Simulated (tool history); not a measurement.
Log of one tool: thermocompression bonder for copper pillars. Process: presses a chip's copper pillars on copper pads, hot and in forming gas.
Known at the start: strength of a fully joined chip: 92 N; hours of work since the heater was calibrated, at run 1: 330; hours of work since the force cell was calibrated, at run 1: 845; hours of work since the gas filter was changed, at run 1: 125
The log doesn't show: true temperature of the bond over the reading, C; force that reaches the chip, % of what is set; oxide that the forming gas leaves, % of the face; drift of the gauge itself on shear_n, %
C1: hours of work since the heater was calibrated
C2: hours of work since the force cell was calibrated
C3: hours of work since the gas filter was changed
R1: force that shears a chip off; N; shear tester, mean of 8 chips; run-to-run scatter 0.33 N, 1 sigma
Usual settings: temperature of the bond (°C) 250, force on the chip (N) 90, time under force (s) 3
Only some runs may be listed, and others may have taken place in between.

{"run": 1, "hour": 0.0, "temperature of the bond (°C)": 250, "force on the chip (N)": 90, "time under force (s)": 3, "C1": 330, "C2": 845, "C3": 125, "R1": 53.7}
{"run": 2, "hour": 16.5, "temperature of the bond (°C)": 250, "force on the chip (N)": 90, "time under force (s)": 3, "C1": 340, "C2": 855, "C3": 135, "R1": 52.1}
{"run": 3, "hour": 34.8, "temperature of the bond (°C)": 250, "force on the chip (N)": 90, "time under force (s)": 3, "C1": 351, "C2": 865, "C3": 146, "R1": 53.2}
{"run": 4, "hour": 60.1, "temperature of the bond (°C)": 250, "force on the chip (N)": 90, "time under force (s)": 4, "C1": 366, "C2": 881, "C3": 161, "R1": 57.2}
{"run": 5, "hour": 82.5, "temperature of the bond (°C)": 250, "force on the chip (N)": 90, "time under force (s)": 4, "C1": 379, "C2": 894, "C3": 175, "R1": 57.6}
{"run": 6, "hour": 101.9, "temperature of the bond (°C)": 250, "force on the chip (N)": 90, "time under force (s)": 4, "C1": 391, "C2": 905, "C3": 186, "R1": 57.1}
{"run": 7, "hour": 119.4, "temperature of the bond (°C)": 250, "force on the chip (N)": 90, "time under force (s)": 3, "C1": 401, "C2": 916, "C3": 197, "R1": 53.3}
{"run": 8, "hour": 130.6, "temperature of the bond (°C)": 250, "force on the chip (N)": 90, "time under force (s)": 7, "C1": 408, "C2": 923, "C3": 203, "R1": 66.1}
{"run": 9, "hour": 151.6, "temperature of the bond (°C)": 250, "force on the chip (N)": 90, "time under force (s)": 7, "C1": 420, "C2": 935, "C3": 216, "R1": 65.3}
{"run": 10, "hour": 171.8, "temperature of the bond (°C)": 250, "force on the chip (N)": 90, "time under force (s)": 7, "C1": 432, "C2": 947, "C3": 228, "R1": 66.6}
{"run": 11, "hour": 186.3, "temperature of the bond (°C)": 250, "force on the chip (N)": 73, "time under force (s)": 3, "C1": 441, "C2": 956, "C3": 236, "R1": 48.6}
{"run": 12, "hour": 199.2, "temperature of the bond (°C)": 250, "force on the chip (N)": 73, "time under force (s)": 3, "C1": 449, "C2": 963, "C3": 244, "R1": 48.2}
{"hour": 215.3, "done": "force cell calibrated"}
{"run": 13, "hour": 219.0, "temperature of the bond (°C)": 250, "force on the chip (N)": 73, "time under force (s)": 3, "C1": 460, "C2": 2, "C3": 255, "R1": 47.2}
{"run": 14, "hour": 237.6, "temperature of the bond (°C)": 250, "force on the chip (N)": 73, "time under force (s)": 3, "C1": 471, "C2": 13, "C3": 266, "R1": 47.1}
{"run": 15, "hour": 264.3, "temperature of the bond (°C)": 250, "force on the chip (N)": 73, "time under force (s)": 5, "C1": 487, "C2": 29, "C3": 282, "R1": 55.2}
{"run": 16, "hour": 286.2, "temperature of the bond (°C)": 250, "force on the chip (N)": 73, "time under force (s)": 5, "C1": 500, "C2": 42, "C3": 295, "R1": 54.8}
{"run": 17, "hour": 298.7, "temperature of the bond (°C)": 250, "force on the chip (N)": 73, "time under force (s)": 5, "C1": 507, "C2": 50, "C3": 302, "R1": 54.5}
{"run": 18, "hour": 321.5, "temperature of the bond (°C)": 276, "force on the chip (N)": 120, "time under force (s)": 5, "C1": 521, "C2": 63, "C3": 316, "R1": 76.6}
{"run": 19, "hour": 349.3, "temperature of the bond (°C)": 246, "force on the chip (N)": 91, "time under force (s)": 5, "C1": 537, "C2": 80, "C3": 333, "R1": 56.7}
{"run": 20, "hour": 362.4, "temperature of the bond (°C)": 250, "force on the chip (N)": 74, "time under force (s)": 2, "C1": 545, "C2": 88, "C3": 340, "R1": 41.3}
{"run": 21, "hour": 375.0, "temperature of the bond (°C)": 250, "force on the chip (N)": 74, "time under force (s)": 2, "C1": 552, "C2": 95, "C3": 348, "R1": 40.9}
{"run": 22, "hour": 399.6, "temperature of the bond (°C)": 250, "force on the chip (N)": 74, "time under force (s)": 2, "C1": 567, "C2": 110, "C3": 363, "R1": 40.4}
{"run": 23, "hour": 424.2, "temperature of the bond (°C)": 250, "force on the chip (N)": 78, "time under force (s)": 2, "C1": 582, "C2": 124, "C3": 377, "R1": 41.6}
{"run": 24, "hour": 439.3, "temperature of the bond (°C)": 250, "force on the chip (N)": 78, "time under force (s)": 2, "C1": 591, "C2": 133, "C3": 386, "R1": 41.3}
{"run": 25, "hour": 453.3, "temperature of the bond (°C)": 250, "force on the chip (N)": 78, "time under force (s)": 2, "C1": 599, "C2": 142, "C3": 395, "R1": 41.5}
{"run": 26, "hour": 475.5, "temperature of the bond (°C)": 266, "force on the chip (N)": 67, "time under force (s)": 3, "C1": 612, "C2": 155, "C3": 408, "R1": 54.0}
{"hour": 492.6, "done": "forming gas filter changed"}
{"run": 27, "hour": 501.2, "temperature of the bond (°C)": 266, "force on the chip (N)": 67, "time under force (s)": 3, "C1": 627, "C2": 170, "C3": 5, "R1": 58.7}
{"run": 28, "hour": 527.9, "temperature of the bond (°C)": 260, "force on the chip (N)": 122, "time under force (s)": 2, "C1": 643, "C2": 186, "C3": 21, "R1": 60.7}

Here are 4 independent what-if runs from the current tool condition. What would each one return?
{"run": "A", "hour": 553.3, "temperature of the bond (°C)": 260, "force on the chip (N)": 122, "time under force (s)": 3, "C1": 658, "C2": 201, "C3": 36, "R1": "?"}
{"run": "B", "hour": 553.3, "temperature of the bond (°C)": 255, "force on the chip (N)": 73, "time under force (s)": 2, "C1": 658, "C2": 201, "C3": 36, "R1": "?"}
{"run": "C", "hour": 553.3, "temperature of the bond (°C)": 250, "force on the chip (N)": 115, "time under force (s)": 2, "C1": 658, "C2": 201, "C3": 36, "R1": "?"}
{"run": "D", "hour": 553.3, "temperature of the bond (°C)": 250, "force on the chip (N)": 90, "time under force (s)": 2, "C1": 658, "C2": 201, "C3": 36, "R1": "?"}

run=A R1=67.7
run=B R1=47.1
run=C R1=53.3
run=D R1=47.9
Without the tool's hidden state the same runs would have given:
run=A R1=64.6
run=B R1=43.9
run=C R1=49.9
run=D R1=44.6
